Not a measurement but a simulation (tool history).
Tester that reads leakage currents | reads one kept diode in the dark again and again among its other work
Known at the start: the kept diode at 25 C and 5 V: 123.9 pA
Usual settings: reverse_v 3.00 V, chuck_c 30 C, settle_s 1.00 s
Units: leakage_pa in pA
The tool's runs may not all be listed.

run   hour  reverse_v  chuck_c  settle_s  leakage_pa
  1    0.0       3.00       30      1.00      145.37
  2   37.6       3.00       30      1.00      145.61
  3   65.5       3.00       54      1.00      720.60
  4  116.1       3.00       54      1.00      723.17
  5  144.8       3.00       54      1.00      722.58
  6  173.6       3.00       35      1.00      209.21
  7  229.2       3.00       30      5.60      146.82
  8  285.5       3.00       30      5.60      148.22
  9  315.4       3.00       30      1.73      148.08
 10  358.1       3.00       30      1.00      148.65
 11  399.5       3.00       30      1.00      149.27
 12  428.2       3.00       26      1.00      112.05
 13  481.7       3.00       26      1.00      112.33
 14  527.0      18.07       52      0.37     1656.70
 15  558.1      13.50       34      1.62      438.73
 16  606.5      13.50       34      1.62      439.20
 17  646.3       3.00       34      1.00      200.29
 18  678.2       1.35       33      1.00      122.77
 19  722.6       8.36       24      2.41      170.02
 20  776.4       8.36       31      2.07      279.93
 21  831.1       8.36       31      2.07      282.73
 22  875.8       7.87       40      0.32      505.66
 23  915.5       7.87       40      0.32      503.25

4 ways to go on from here, each from the tool as it stands after run 23. What would each give?
  A  958.8       5.81       30      1.00           ?
  B  958.8       4.06       43      0.70           ?
  C  958.8       7.26       34      5.32           ?
  D  958.8       3.00       49      0.74           ?

run  leakage_pa
  A      218.00
  B      438.61
  C      322.98
  D      549.83
Without the tool's hidden state the same runs would have given:
run  leakage_pa
  A      193.68
  B      399.05
  C      288.75
  D      503.68
